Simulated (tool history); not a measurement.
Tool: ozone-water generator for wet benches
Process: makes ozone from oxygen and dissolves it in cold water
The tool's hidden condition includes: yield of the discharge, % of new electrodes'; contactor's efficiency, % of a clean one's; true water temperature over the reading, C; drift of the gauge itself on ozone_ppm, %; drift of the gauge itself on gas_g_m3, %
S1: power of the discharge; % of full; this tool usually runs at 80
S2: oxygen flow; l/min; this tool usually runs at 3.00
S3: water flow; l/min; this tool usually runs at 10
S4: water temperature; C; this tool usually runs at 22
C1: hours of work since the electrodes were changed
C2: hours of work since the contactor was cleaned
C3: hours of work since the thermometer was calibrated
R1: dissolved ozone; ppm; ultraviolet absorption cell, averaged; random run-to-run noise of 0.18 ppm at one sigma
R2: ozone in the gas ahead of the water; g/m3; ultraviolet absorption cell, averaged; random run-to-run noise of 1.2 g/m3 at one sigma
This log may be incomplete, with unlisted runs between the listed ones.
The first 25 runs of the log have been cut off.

| run | day | S1 | S2 | S3 | S4 | C1 | C2 | C3 | R1 | R2 |
|---|---|---|---|---|---|---|---|---|---|---|
| 26 | 35.221 | 65 | 4.80 | 9 | 25 | 1083 | 2930 | 171 | 19.1 | 139.0 |
|  | 35.812 | contactor cleaned |
| 27 | 36.192 | 80 | 4.29 | 11 | 22 | 1101 | 8 | 189 | 22.6 | 174.0 |
| 28 | 37.442 | 61 | 3.37 | 10 | 23 | 1128 | 35 | 216 | 19.2 | 155.9 |
|  | 38.629 | water thermometer calibrated, once more |
| 29 | 38.675 | 61 | 3.37 | 10 | 23 | 1154 | 61 | 1 | 18.8 | 156.8 |
| 30 | 40.221 | 80 | 4.08 | 10 | 20 | 1187 | 95 | 34 | 24.9 | 174.8 |
| 31 | 41.517 | 51 | 3.63 | 10 | 22 | 1215 | 123 | 62 | 16.8 | 131.0 |
| 32 | 43.458 | 46 | 3.13 | 10 | 22 | 1257 | 165 | 104 | 15.6 | 130.4 |
| 33 | 44.975 | 80 | 2.92 | 12 | 22 | 1290 | 197 | 137 | 21.5 | 210.2 |

4 ways to go on from here, each from the tool as it stands after run 33. What would each give?
| A | 46.546 | 90 | 2.92 | 12 | 14 | 1324 | 231 | 171 | ? | ? |
| B | 46.546 | 58 | 3.00 | 9 | 22 | 1324 | 231 | 171 | ? | ? |
| C | 46.546 | 80 | 2.92 | 10 | 23 | 1324 | 231 | 171 | ? | ? |
| D | 46.546 | 99 | 2.92 | 12 | 28 | 1324 | 231 | 171 | ? | ? |

| run | R1 | R2 |
|---|---|---|
| A | 26.3 | 230.0 |
| B | 20.1 | 160.6 |
| C | 24.0 | 208.7 |
| D | 23.2 | 246.7 |
Had the tool no hidden state, the same runs would have come out as:
| run | R1 | R2 |
|---|---|---|
| A | 27.6 | 240.0 |
| B | 20.8 | 165.5 |
| C | 25.1 | 217.1 |
| D | 24.4 | 258.1 |
